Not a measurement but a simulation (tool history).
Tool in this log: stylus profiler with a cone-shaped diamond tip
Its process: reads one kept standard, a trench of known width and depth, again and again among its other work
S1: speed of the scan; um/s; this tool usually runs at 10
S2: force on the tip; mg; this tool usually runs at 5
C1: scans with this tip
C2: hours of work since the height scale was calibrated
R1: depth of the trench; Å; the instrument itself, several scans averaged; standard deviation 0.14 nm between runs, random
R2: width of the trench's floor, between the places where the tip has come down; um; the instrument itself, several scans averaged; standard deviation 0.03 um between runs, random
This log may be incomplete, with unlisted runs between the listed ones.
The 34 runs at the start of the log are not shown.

| run | hour | S1 | S2 | C1 | C2 | R1 | R2 |
|---|---|---|---|---|---|---|---|
| 35 | 1799.9 | 28 | 7.76 | 4869 | 510 | 5175.5 | 46.84 |
| 36 | 1872.1 | 28 | 7.76 | 5327 | 558 | 5175.6 | 46.76 |
| 37 | 1925.8 | 10 | 2 | 5668 | 593 | 5080.7 | 46.71 |
| 38 | 1987.1 | 2 | 8.76 | 6056 | 634 | 5191.7 | 46.72 |
| 39 | 2049.8 | 10 | 5 | 6453 | 675 | 5134.4 | 46.67 |
| 40 | 2121.7 | 12 | 5 | 6909 | 723 | 5139.5 | 46.62 |
| 41 | 2153 | 12 | 5 | 7108 | 744 | 5138.5 | 46.62 |
| 42 | 2215.2 | 12 | 5 | 7502 | 785 | 5138.4 | 46.51 |
| 43 | 2254.2 | 12 | 5 | 7749 | 811 | 5140.3 | 46.54 |
| 44 | 2287.7 | 12 | 5 | 7961 | 833 | 5140.6 | 46.53 |
| 45 | 2344.3 | 23 | 10.71 | 8320 | 871 | 5223.8 | 46.48 |
| 46 | 2403.3 | 10 | 2.34 | 8694 | 910 | 5094.1 | 46.43 |

Alternative continuations, all from the tool just after run 46; predict every row:
| A | 2455.5 | 29 | 6.53 | 9025 | 945 | ? | ? |
| B | 2455.5 | 26 | 3.78 | 9025 | 945 | ? | ? |
| C | 2455.5 | 6 | 3.48 | 9025 | 945 | ? | ? |
| D | 2455.5 | 5 | 2.34 | 9025 | 945 | ? | ? |

| run | R1 | R2 |
|---|---|---|
| A | 5166.6 | 46.38 |
| B | 5123.6 | 46.35 |
| C | 5116.6 | 46.36 |
| D | 5096.5 | 46.35 |
With no hidden state in the tool, these same runs would have given:
| run | R1 | R2 |
|---|---|---|
| A | 5142.3 | 47.33 |
| B | 5099.5 | 47.31 |
| C | 5092.6 | 47.32 |
| D | 5072.5 | 47.31 |
